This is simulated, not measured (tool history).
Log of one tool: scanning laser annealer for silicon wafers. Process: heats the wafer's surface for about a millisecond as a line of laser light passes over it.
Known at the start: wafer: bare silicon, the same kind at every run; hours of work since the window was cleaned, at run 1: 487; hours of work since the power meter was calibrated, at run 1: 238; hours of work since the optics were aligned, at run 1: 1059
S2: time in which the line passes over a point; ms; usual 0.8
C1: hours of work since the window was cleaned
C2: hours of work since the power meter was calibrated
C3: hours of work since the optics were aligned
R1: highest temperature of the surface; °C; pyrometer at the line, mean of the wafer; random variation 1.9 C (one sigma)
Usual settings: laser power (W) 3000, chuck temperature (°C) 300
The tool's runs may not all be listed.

Run 1, day 0: usual settings; C1 487; C2 238; C3 1059. Result: R1 1079 °C.
Run 2, day 0.442: usual settings but chuck temperature (°C) 302; C1 493; C2 245; C3 1065. Result: R1 1083 °C.
Run 3, day 0.829: usual settings; C1 498; C2 250; C3 1071. Result: R1 1080 °C.
Run 4, day 1.512: usual settings; C1 508; C2 260; C3 1080. Result: R1 1079 °C.
Run 5, day 1.942: usual settings; C1 514; C2 266; C3 1087. Result: R1 1086 °C.
Run 6, day 2.583: usual settings; C1 523; C2 275; C3 1096. Result: R1 1079 °C.
Run 7, day 3.033: usual settings; C1 530; C2 281; C3 1102. Result: R1 1080 °C.
Run 8, day 3.338: usual settings but S2 0.573 ms; C1 534; C2 286; C3 1106. Result: R1 953 °C.
Run 9, day 3.7: usual settings but S2 0.573 ms; C1 539; C2 291; C3 1112. Result: R1 951 °C.
Run 10, day 4.233: usual settings but S2 0.573 ms; C1 547; C2 298; C3 1119. Result: R1 949 °C.
Run 11, day 4.925: usual settings; C1 556; C2 308; C3 1129. Result: R1 1076 °C.
Run 12, day 5.308: usual settings but laser power (W) 2682; C1 562; C2 314; C3 1134. Result: R1 989 °C.
Run 13, day 5.962: usual settings but laser power (W) 2682; C1 571; C2 323; C3 1144. Result: R1 986 °C.
Run 14, day 6.442: usual settings but chuck temperature (°C) 267; C1 578; C2 330; C3 1150. Result: R1 1042 °C.
Run 15, day 7.05: usual settings but chuck temperature (°C) 267; C1 587; C2 338; C3 1159. Result: R1 1042 °C.
At day 7.338: optics aligned, line set to its width.
Run 16, day 7.712: usual settings but chuck temperature (°C) 267; C1 593; C2 345; C3 5. Result: R1 1051 °C.
Run 17, day 8.112: usual settings but chuck temperature (°C) 267; C1 599; C2 351; C3 11. Result: R1 1046 °C.
Run 18, day 8.525: usual settings; C1 605; C2 356; C3 17. Result: R1 1081 °C.
Run 19, day 9.125: usual settings; C1 613; C2 365; C3 25. Result: R1 1083 °C.
Run 20, day 9.792: usual settings; C1 623; C2 374; C3 35. Result: R1 1082 °C.
Run 21, day 10.15: usual settings; C1 628; C2 379; C3 40. Result: R1 1078 °C.
Run 22, day 10.7: usual settings but S2 0.622 ms, chuck temperature (°C) 303; C1 635; C2 387; C3 48. Result: R1 985 °C.
Run 23, day 11.033: usual settings but S2 0.622 ms, chuck temperature (°C) 303; C1 640; C2 392; C3 52. Result: R1 985 °C.
Run 24, day 11.612: usual settings but laser power (W) 3147; C1 648; C2 400; C3 61. Result: R1 1117 °C.
Run 25, day 12.096: usual settings but laser power (W) 3147; C1 655; C2 407; C3 68. Result: R1 1120 °C.
Run 26, day 12.796: usual settings but laser power (W) 2796, chuck temperature (°C) 295; C1 665; C2 417; C3 78. Result: R1 1012 °C.
Run 27, day 13.267: usual settings but laser power (W) 3116, S2 0.69 ms, chuck temperature (°C) 333; C1 672; C2 424; C3 84. Result: R1 1081 °C.
Run 28, day 13.596: usual settings but laser power (W) 3107, S2 0.727 ms, chuck temperature (°C) 316; C1 677; C2 428; C3 89. Result: R1 1079 °C.
Run 29, day 14.221: usual settings but laser power (W) 3107, S2 0.727 ms, chuck temperature (°C) 316; C1 685; C2 437; C3 98. Result: R1 1079 °C.
Run 30, day 14.65: usual settings but laser power (W) 2773, S2 0.677 ms, chuck temperature (°C) 269; C1 692; C2 443; C3 104. Result: R1 918 °C.
Run 31, day 15.104: usual settings but laser power (W) 2773, S2 0.677 ms, chuck temperature (°C) 269; C1 698; C2 450; C3 110. Result: R1 918 °C.
At day 15.45: window over the wafer cleaned.
Run 32, day 15.8: usual settings but laser power (W) 2568, S2 0.808 ms, chuck temperature (°C) 269; C1 5; C2 458; C3 119. Result: R1 974 °C.
Run 33, day 16.317: usual settings but laser power (W) 3201, S2 0.983 ms, chuck temperature (°C) 269; C1 12; C2 466; C3 126. Result: R1 1263 °C.
Run 34, day 16.846: usual settings but S2 0.838 ms; C1 20; C2 473; C3 134. Result: R1 1146 °C.
Run 35, day 17.438: usual settings but S2 0.961 ms, chuck temperature (°C) 297; C1 28; C2 482; C3 142. Result: R1 1206 °C.
Run 36, day 18.017: usual settings but laser power (W) 2711, S2 0.889 ms, chuck temperature (°C) 320; C1 36; C2 490; C3 150. Result: R1 1104 °C.
Run 37, day 18.662: usual settings but laser power (W) 3228, S2 0.889 ms, chuck temperature (°C) 260; C1 46; C2 499; C3 160. Result: R1 1205 °C.
Run 38, day 19.179: usual settings but S2 0.689 ms, chuck temperature (°C) 340; C1 53; C2 506; C3 167. Result: R1 1098 °C.
Run 39, day 19.662: usual settings but S2 0.689 ms, chuck temperature (°C) 340; C1 60; C2 513; C3 174. Result: R1 1098 °C.
Run 40, day 20.154: usual settings but S2 0.838 ms, chuck temperature (°C) 281; C1 67; C2 520; C3 181. Result: R1 1124 °C.
Run 41, day 20.625: usual settings but laser power (W) 2898, S2 0.669 ms; C1 73; C2 527; C3 187. Result: R1 1017 °C.

The same runs without the tool's hidden state, with the same run-to-run variation:
The hidden state here: light that passes the window, % of a clean one's; laser's true power over the reading, %; width of the line over the set one, %; drift of the gauge itself on peak_c, C.
run    R1
  1  1128
  2  1133
  3  1131
  4  1131
  5  1138
  6  1132
  7  1134
  8   998
  9   996
 10   995
 11  1131
 12  1039
 13  1036
 14  1100
 15  1100
 16  1102
 17  1097
 18  1132
 19  1135
 20  1135
 21  1132
 22  1032
 23  1033
 24  1176
 25  1179
 26  1065
 27  1136
 28  1136
 29  1137
 30   968
 31   968
 32   978
 33  1269
 34  1152
 35  1213
 36  1110
 37  1214
 38  1106
 39  1106
 40  1134
 41  1026

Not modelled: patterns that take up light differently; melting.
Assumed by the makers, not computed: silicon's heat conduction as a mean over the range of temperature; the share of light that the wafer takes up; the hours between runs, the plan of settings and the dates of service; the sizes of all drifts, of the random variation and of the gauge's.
